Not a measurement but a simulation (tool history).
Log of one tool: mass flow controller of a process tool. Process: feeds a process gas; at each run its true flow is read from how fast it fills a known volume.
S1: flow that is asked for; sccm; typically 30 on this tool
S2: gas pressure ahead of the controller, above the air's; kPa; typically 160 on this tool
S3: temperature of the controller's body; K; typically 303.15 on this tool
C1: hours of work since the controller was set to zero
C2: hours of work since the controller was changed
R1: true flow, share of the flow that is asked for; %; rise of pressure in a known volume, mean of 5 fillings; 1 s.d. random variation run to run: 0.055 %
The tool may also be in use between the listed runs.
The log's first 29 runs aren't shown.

run     hour  S1   S2      S3    C1    C2     R1
 30   8976.1  84  141  296.15   688  4743  98.39
 31   9267.0  30  152  294.15   790  4846  98.62
 32   9640.2  30  176  305.15   921  4977  97.46
 33   9992.8  11  176  296.15  1046  5101  99.27
 34  10372.6  83  178  301.15  1179  5235  97.90
 35  10736.2  14  160  302.15  1307  5363  98.33
 36  11163.4  39  225  311.15  1457  5513  96.93
 37  11476.5  58  190  303.15  1568  5623  97.58
 38  11661.6  66  160  308.15  1633  5688  96.98
 39  11977.2  43  160  295.15  1744  5799  98.44
 40  12241.0  57  252  306.15  1837  5892  97.51
 41  12554.3  58  193  303.15  1947  6002  97.59
 42  12876.2  19  141  303.15  2060  6116  98.03
 43  13115.2  19  141  303.15  2144  6200  98.07
 44  13378.3  19  141  303.15  2237  6292  98.22
 45  13784.9  19  141  303.15  2380  6436  98.18
 46  14138.8  19  141  303.15  2504  6560  98.33
 47  14335.9  40  253  303.15  2574  6629  97.80
 48  14630.9  11  223  313.15  2678  6733  98.85

Branching from run 48: 4 alternative next runs. What would each branch give?
  A  14879.8  49  223  313.15  2765  6821   ?
  B  14879.8  30  218  296.15  2765  6821   ?
  C  14879.8  11  153  293.15  2765  6821   ?
  D  14879.8  30  143  303.15  2765  6821   ?

run      R1
  A   96.55
  B   98.78
  C  100.85
  D   97.61
Without the tool's hidden state the same runs would have given:
run     R1
  A  98.09
  B  99.83
  C  99.73
  D  98.66
